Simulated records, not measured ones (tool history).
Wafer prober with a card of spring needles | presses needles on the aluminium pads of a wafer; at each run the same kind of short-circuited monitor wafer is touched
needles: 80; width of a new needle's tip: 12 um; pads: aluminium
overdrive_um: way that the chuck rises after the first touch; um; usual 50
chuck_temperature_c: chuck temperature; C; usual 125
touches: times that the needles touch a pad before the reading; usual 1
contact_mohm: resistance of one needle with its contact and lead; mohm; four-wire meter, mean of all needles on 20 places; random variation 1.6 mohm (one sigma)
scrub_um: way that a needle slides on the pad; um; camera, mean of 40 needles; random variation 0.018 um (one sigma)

run    hour  overdrive_um  chuck_temperature_c  touches  contact_mohm  scrub_um
  1       0            50                  125        1           256      8.59
       10.8  -- tips cleaned on abrasive film
       25.2  -- tips cleaned on abrasive film
       39.6  -- tips cleaned on abrasive film
       57.6  -- tips cleaned on abrasive film
         72  -- tips cleaned on abrasive film
  2    83.7            50                  125        1           321       8.5
       87.4  -- tips cleaned on abrasive film
      105.3  -- tips cleaned on abrasive film
      119.7  -- tips cleaned on abrasive film
      137.7  -- tips cleaned on abrasive film
      152.1  -- tips cleaned on abrasive film
      169.8  -- tips cleaned on abrasive film
  3   169.8            50                  125        1           177      8.44
      184.2  -- tips cleaned on abrasive film
      198.6  -- tips cleaned on abrasive film
        213  -- tips cleaned on abrasive film
        231  -- tips cleaned on abrasive film
  4   244.9            50                   58        1           343      8.43
      248.5  -- tips cleaned on abrasive film
      262.9  -- tips cleaned on abrasive film
      277.3  -- tips cleaned on abrasive film
      281.2  -- height of the first contact set anew
      295.6  -- tips cleaned on abrasive film
      307.6  -- card fitted with new needles
  5   315.9            50                   58        1           246       8.6
      323.2  -- tips cleaned on abrasive film
      341.2  -- tips cleaned on abrasive film
      359.1  -- tips cleaned on abrasive film
      377.1  -- tips cleaned on abrasive film
  6   379.5            50                   58        1           196      8.58
      393.9  -- tips cleaned on abrasive film
      411.9  -- tips cleaned on abrasive film
      429.9  -- tips cleaned on abrasive film
  7   433.1            50                   58        1           222      8.51
      447.5  -- tips cleaned on abrasive film
      461.9  -- tips cleaned on abrasive film
      479.9  -- tips cleaned on abrasive film
      497.9  -- tips cleaned on abrasive film
  8   499.4            50                   58        1           182      8.49
      513.8  -- tips cleaned on abrasive film
      531.8  -- tips cleaned on abrasive film
      549.7  -- tips cleaned on abrasive film
      567.7  -- tips cleaned on abrasive film
      584.6  -- tips cleaned on abrasive film
  9   584.6            50                   58        1           156       8.4
      602.6  -- tips cleaned on abrasive film
      606.4  -- height of the first contact set anew
      620.8  -- tips cleaned on abrasive film
      635.2  -- tips cleaned on abrasive film
      649.6  -- tips cleaned on abrasive film
 10   651.7            50                   58        1           184      8.58
      666.1  -- tips cleaned on abrasive film
      680.5  -- tips cleaned on abrasive film
      698.4  -- tips cleaned on abrasive film
 11   704.3            50                   58        2           206       8.5
      715.2  -- tips cleaned on abrasive film
      729.6  -- tips cleaned on abrasive film
      747.5  -- tips cleaned on abrasive film
      761.9  -- tips cleaned on abrasive film
      779.9  -- tips cleaned on abrasive film
      795.2  -- tips cleaned on abrasive film
 12   795.2            50                   58        2           151      8.47
      813.2  -- tips cleaned on abrasive film
      831.2  -- tips cleaned on abrasive film
      849.2  -- tips cleaned on abrasive film
 13   863.2            50                   29        2           227      8.45
      866.8  -- tips cleaned on abrasive film
      881.2  -- tips cleaned on abrasive film
      895.6  -- tips cleaned on abrasive film
      903.1  -- height of the first contact set anew
      913.9  -- tips cleaned on abrasive film
      931.9  -- tips cleaned on abrasive film
 14   941.7            50                   29        2           220      8.56
        949  -- tips cleaned on abrasive film
      963.4  -- tips cleaned on abrasive film
      981.3  -- tips cleaned on abrasive film
 15   983.1            50                   67        2           177      8.59
      997.5  -- tips cleaned on abrasive film
     1015.4  -- tips cleaned on abrasive film
 16  1026.7            50                   54        2           221      8.56
     1030.4  -- tips cleaned on abrasive film
     1048.4  -- tips cleaned on abrasive film
     1066.3  -- tips cleaned on abrasive film
     1080.7  -- tips cleaned on abrasive film
     1095.1  -- tips cleaned on abrasive film
       1110  -- tips cleaned on abrasive film
 17    1110            50                   54        2           149      8.45
     1124.4  -- tips cleaned on abrasive film
     1138.8  -- tips cleaned on abrasive film
     1153.2  -- tips cleaned on abrasive film
     1171.2  -- tips cleaned on abrasive film
     1186.5  -- tips cleaned on abrasive film
 18  1186.5            47                   48        3           150      7.89
     1200.9  -- tips cleaned on abrasive film
     1201.2  -- height of the first contact set anew
     1219.1  -- tips cleaned on abrasive film
 19    1231            65                   61        3           171     11.15
     1234.6  -- tips cleaned on abrasive film
       1249  -- tips cleaned on abrasive film
     1263.4  -- tips cleaned on abrasive film
     1281.4  -- tips cleaned on abrasive film
     1299.4  -- tips cleaned on abrasive film
       1316  -- tips cleaned on abrasive film
 20    1316            32                   63        2           169      5.43
       1334  -- tips cleaned on abrasive film
       1352  -- tips cleaned on abrasive film
     1366.4  -- tips cleaned on abrasive film
 21  1379.7            42                   29        3           217      7.11
     1383.4  -- tips cleaned on abrasive film
     1401.3  -- tips cleaned on abrasive film
     1415.7  -- tips cleaned on abrasive film
 22  1424.6            42                   29        3           204      7.03
     1431.9  -- tips cleaned on abrasive film
     1449.9  -- tips cleaned on abrasive film
 23    1462            46                   55        1           310      7.71
     1465.7  -- tips cleaned on abrasive film
     1480.1  -- tips cleaned on abrasive film
     1494.5  -- tips cleaned on abrasive film
     1498.4  -- height of the first contact set anew
 24    1508            46                   78        3           210      7.94
     1511.7  -- tips cleaned on abrasive film
     1529.7  -- tips cleaned on abrasive film
     1544.1  -- tips cleaned on abrasive film
     1562.1  -- tips cleaned on abrasive film
 25  1565.3            39                  123        3           189      6.65
     1579.7  -- tips cleaned on abrasive film
     1594.1  -- tips cleaned on abrasive film
     1612.1  -- tips cleaned on abrasive film
 26  1618.7            50                   55        2           216      8.49
     1629.5  -- tips cleaned on abrasive film
     1643.9  -- tips cleaned on abrasive film
     1661.9  -- tips cleaned on abrasive film
     1679.9  -- tips cleaned on abrasive film
 27    1691            43                   48        1           333      7.27

Forecast each of these 3 alternatives for the next run:
     1694.7  -- tips cleaned on abrasive film
     1709.1  -- tips cleaned on abrasive film
     1723.5  -- tips cleaned on abrasive film
     1737.9  -- tips cleaned on abrasive film
  A  1744            43                   28        2             ?         ?
     1694.7  -- tips cleaned on abrasive film
     1709.1  -- tips cleaned on abrasive film
     1723.5  -- tips cleaned on abrasive film
     1737.9  -- tips cleaned on abrasive film
  B  1744            64                   30        1             ?         ?
     1694.7  -- tips cleaned on abrasive film
     1709.1  -- tips cleaned on abrasive film
     1723.5  -- tips cleaned on abrasive film
     1737.9  -- tips cleaned on abrasive film
  C  1744            52                   32        3             ?         ?

run  contact_mohm  scrub_um
  A           235      7.21
  B           216     10.81
  C           179      8.75
Without the tool's hidden state the same runs would have given:
run  contact_mohm  scrub_um
  A           139       7.4
  B           133        11
  C           137      8.94
